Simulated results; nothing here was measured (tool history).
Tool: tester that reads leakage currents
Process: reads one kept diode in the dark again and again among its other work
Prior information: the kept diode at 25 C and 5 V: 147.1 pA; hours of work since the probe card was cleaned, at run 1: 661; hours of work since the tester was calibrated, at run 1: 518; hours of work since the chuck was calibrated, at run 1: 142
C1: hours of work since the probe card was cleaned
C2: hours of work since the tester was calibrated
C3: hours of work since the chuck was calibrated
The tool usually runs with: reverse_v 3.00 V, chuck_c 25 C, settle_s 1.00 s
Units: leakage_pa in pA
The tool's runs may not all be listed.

Run 1, hour 0.0: usual settings; C1 661; C2 518; C3 142. Result: leakage_pa 111.58 pA.
Run 2, hour 259.2: usual settings but reverse_v 15.79 V; C1 765; C2 623; C3 247. Result: leakage_pa 287.31 pA.
Run 3, hour 388.2: usual settings but reverse_v 15.79 V; C1 817; C2 674; C3 298. Result: leakage_pa 286.79 pA.
Run 4, hour 624.3: usual settings but reverse_v 15.79 V; C1 912; C2 769; C3 393. Result: leakage_pa 286.02 pA.
Run 5, hour 793.0: usual settings but reverse_v 15.79 V; C1 979; C2 837; C3 461. Result: leakage_pa 285.16 pA.
Run 6, hour 937.7: usual settings but reverse_v 15.79 V; C1 1038; C2 895; C3 519. Result: leakage_pa 282.82 pA.
Run 7, hour 1185.7: usual settings but reverse_v 15.79 V; C1 1137; C2 995; C3 619. Result: leakage_pa 278.94 pA.
Run 8, hour 1342.5: usual settings but reverse_v 15.79 V; C1 1200; C2 1058; C3 682. Result: leakage_pa 280.18 pA.
Run 9, hour 1547.6: usual settings but reverse_v 15.79 V; C1 1283; C2 1140; C3 764. Result: leakage_pa 279.03 pA.
Run 10, hour 1733.5: usual settings but reverse_v 15.79 V; C1 1357; C2 1215; C3 839. Result: leakage_pa 279.11 pA.
Run 11, hour 1860.8: usual settings but reverse_v 15.79 V; C1 1409; C2 1266; C3 890. Result: leakage_pa 279.14 pA.
Run 12, hour 2112.3: usual settings but reverse_v 15.79 V; C1 1510; C2 1367; C3 991. Result: leakage_pa 274.30 pA.
Run 13, hour 2221.9: usual settings but reverse_v 15.52 V, settle_s 7.96 s; C1 1554; C2 1411; C3 1035. Result: leakage_pa 268.59 pA.
Run 14, hour 2339.4: usual settings but reverse_v 15.52 V, settle_s 7.96 s; C1 1601; C2 1459; C3 1083. Result: leakage_pa 270.23 pA.
Run 15, hour 2472.4: usual settings but reverse_v 1.40 V, chuck_c 49 C, settle_s 2.35 s; C1 1654; C2 1512; C3 1136. Result: leakage_pa 379.19 pA.
Run 16, hour 2653.9: usual settings but reverse_v 8.09 V, chuck_c 23 C; C1 1727; C2 1585; C3 1209. Result: leakage_pa 159.65 pA.
Run 17, hour 2916.3: usual settings but reverse_v 8.09 V, chuck_c 23 C; C1 1833; C2 1690; C3 1314. Result: leakage_pa 158.17 pA.
At hour 3028.1: chuck's temperature calibrated.
Run 18, hour 3139.0: usual settings but reverse_v 11.35 V, chuck_c 37 C, settle_s 1.71 s; C1 1921; C2 1779; C3 45. Result: leakage_pa 580.96 pA.
Run 19, hour 3287.1: usual settings but reverse_v 3.57 V, chuck_c 36 C, settle_s 3.68 s; C1 1981; C2 1839; C3 104. Result: leakage_pa 279.57 pA.
Run 20, hour 3446.6: usual settings but chuck_c 45 C, settle_s 0.43 s; C1 2045; C2 1903; C3 168. Result: leakage_pa 475.23 pA.

Predict each of these 3 candidate next runs independently; none follows another, all start after run 20:
Run A, hour 3693.2: usual settings but reverse_v 2.96 V, chuck_c 45 C, settle_s 1.56 s; C1 2144; C2 2002; C3 267. Result: leakage_pa ?.
Run B, hour 3693.2: usual settings but reverse_v 6.24 V, chuck_c 52 C, settle_s 7.39 s; C1 2144; C2 2002; C3 267. Result: leakage_pa ?.
Run C, hour 3693.2: usual settings but reverse_v 19.80 V, chuck_c 28 C, settle_s 1.86 s; C1 2144; C2 2002; C3 267. Result: leakage_pa ?.

run  leakage_pa
  A      462.94
  B     1130.08
  C      415.44
With the hidden condition removed and each run's random variation left untouched, the same runs would have given:
run  leakage_pa
  A      471.37
  B     1150.84
  C      402.27
